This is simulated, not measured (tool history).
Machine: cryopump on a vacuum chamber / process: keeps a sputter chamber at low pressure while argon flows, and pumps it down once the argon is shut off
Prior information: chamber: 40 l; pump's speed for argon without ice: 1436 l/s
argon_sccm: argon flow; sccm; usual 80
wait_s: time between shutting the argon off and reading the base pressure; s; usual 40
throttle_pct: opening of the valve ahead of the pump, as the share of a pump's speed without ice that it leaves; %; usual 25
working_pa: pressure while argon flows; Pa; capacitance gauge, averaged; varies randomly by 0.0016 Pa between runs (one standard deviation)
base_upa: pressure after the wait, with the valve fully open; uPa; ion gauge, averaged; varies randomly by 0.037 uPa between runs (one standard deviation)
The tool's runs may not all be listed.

run   hour  argon_sccm  wait_s  throttle_pct  working_pa  base_upa
  1    0.0          80      40            25      0.3980      2.25
  2   10.6          80      55            25      0.3992      1.73
  3   21.1          80      55            25      0.3994      1.73
  4   41.9          41      40            25      0.2047      2.24
  5   63.8          41      40            25      0.2065      2.26
  6   81.4          80      40            25      0.4015      2.28
  7   96.0          80      40            25      0.4038      2.27
  8  118.1          80      40            25      0.4024      2.31
  9  136.5          80      40            25      0.4043      2.31
 10  146.9          80      40            25      0.4032      2.34
 11  156.2          80      40            25      0.4048      2.35
 12  166.3          50     102            25      0.2521      1.22
 13  185.7          50      40            44      0.1538      2.30
 14  196.3          40      46            59      0.0956      2.15
 15  216.3          67     205            25      0.3437      0.84
 16  226.6          36     263            20      0.2258      0.79
 17  243.3          45     200            42      0.1453      0.87
 18  256.2          45     200            36      0.1650      0.88
 19  277.3         159      40            22      0.9148      2.41

Here are 3 independent what-if runs from the current tool condition. What would each one return?
  A  297.6          70      71            25           ?         ?
  B  297.6         137     205            29           ?         ?
  C  297.6          57      40            25           ?         ?

run  working_pa  base_upa
  A      0.3613      1.52
  B      0.6168      0.94
  C      0.2960      2.30
Without the tool's unlogged condition, the same runs would have read:
run  working_pa  base_upa
  A      0.3295      1.20
  B      0.5549      0.61
  C      0.2702      1.98
